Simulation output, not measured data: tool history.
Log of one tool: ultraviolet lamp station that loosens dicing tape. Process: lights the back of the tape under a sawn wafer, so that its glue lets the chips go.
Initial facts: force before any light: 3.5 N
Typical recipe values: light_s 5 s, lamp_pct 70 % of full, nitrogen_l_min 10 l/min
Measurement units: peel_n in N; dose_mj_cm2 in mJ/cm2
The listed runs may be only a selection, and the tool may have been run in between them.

run	hour	light_s	lamp_pct	nitrogen_l_min	peel_n	dose_mj_cm2
1	0.0	5	70	10	0.401	368
2	43.7	5	70	10	0.400	366
3	112.0	5	70	10	0.397	369
4	175.2	5	70	10	0.393	367
5	236.9	5	96	10	0.264	505
6	282.5	5	96	10	0.265	506
7	343.0	5	70	6	0.495	367
8	390.2	8	70	10	0.205	578
9	463.1	5	70	10	0.392	368
10	516.3	5	70	10	0.405	368
11	549.3	7	70	10	0.243	516
12	604.4	7	63	10	0.290	462
13	657.3	5	70	10	0.405	373
14	710.6	5	70	10	0.413	363
15	760.8	5	93	10	0.271	489
16	798.0	5	93	9	0.263	486
17	847.1	6	93	9	0.209	585
18	886.5	6	93	9	0.225	581
19	953.2	6	93	9	0.211	583
20	1011.7	6	93	9	0.230	580
21	1071.0	6	93	9	0.233	580
22	1122.3	5	70	10	0.427	365
23	1163.3	5	99	10	0.245	525
24	1214.9	3	62	4	1.273	197
25	1280.1	5	87	10	0.292	455
26	1313.1	2	68	12	1.268	137
27	1358.1	6	85	10	0.238	534
28	1388.1	3	97	16	0.468	302
29	1461.3	5	64	8	0.498	338
30	1497.8	5	64	8	0.503	336
31	1532.3	5	64	8	0.523	336
32	1581.8	5	64	8	0.505	333
33	1643.6	5	70	8	0.429	366
34	1706.4	5	70	8	0.426	368
35	1746.9	5	70	8	0.437	365
36	1777.7	5	70	8	0.417	369
37	1840.3	5	70	8	0.443	366
38	1873.4	10	76	6	0.189	800
39	1926.8	10	76	6	0.186	800
40	1973.7	2	76	6	1.343	157
41	2016.3	10	71	16	0.166	737
42	2066.0	8	63	5	0.293	527
43	2105.7	2	66	4	1.706	137
44	2174.6	2	66	4	1.680	139

Missing from the log above: 3 entries noted between runs. For each, name the pair of listed runs it sits between and say how the tool's hidden condition differs from the listed run just before to the listed run just after:
Run 2 -> run 3: window cleaned of glue's vapour (hour 74.0)
  lamp's light, % of a new lamp's: 100 -> 99.9
Run 20 -> run 21: window cleaned of glue's vapour (hour 1027.9)
  light that the window lets through, % of a clean one's: 99.9 -> 100
Run 40 -> run 41: window cleaned of glue's vapour (hour 1980.0)
  light that the window lets through, % of a clean one's: 99.9 -> 100
